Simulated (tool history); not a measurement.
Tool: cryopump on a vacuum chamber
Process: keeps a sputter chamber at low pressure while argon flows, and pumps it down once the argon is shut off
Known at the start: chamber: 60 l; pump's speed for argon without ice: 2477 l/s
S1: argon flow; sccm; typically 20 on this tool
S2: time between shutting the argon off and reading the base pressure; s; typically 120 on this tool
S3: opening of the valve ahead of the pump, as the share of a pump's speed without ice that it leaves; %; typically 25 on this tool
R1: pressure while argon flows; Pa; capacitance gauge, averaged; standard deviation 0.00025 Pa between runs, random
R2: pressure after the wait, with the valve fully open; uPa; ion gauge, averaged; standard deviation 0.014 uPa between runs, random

run   hour  S1   S2  S3      R1    R2
  1    0.0  20  120  25  0.0566  0.57
  2   20.5  20   28  25  0.0568  1.37
  3   62.2  20   28  25  0.0564  1.41
  4   90.3  18  120  25  0.0513  0.57
  5  119.6  18  120  25  0.0517  0.60
  6  145.3  20  120  25  0.0571  0.61
  7  166.1  20  120  25  0.0571  0.59
  8  186.7  20  136  44  0.0341  0.58

Run 9, settings as shown, results not yet in. Your forecast:
  9  214.9  12  31  18   ?   ?

{"run 9": {"R1": 0.0465, "R2": 1.32}}
Minus the tool's unlogged condition, the same run would have read R1 0.0448 Pa, R2 1.07 uPa.
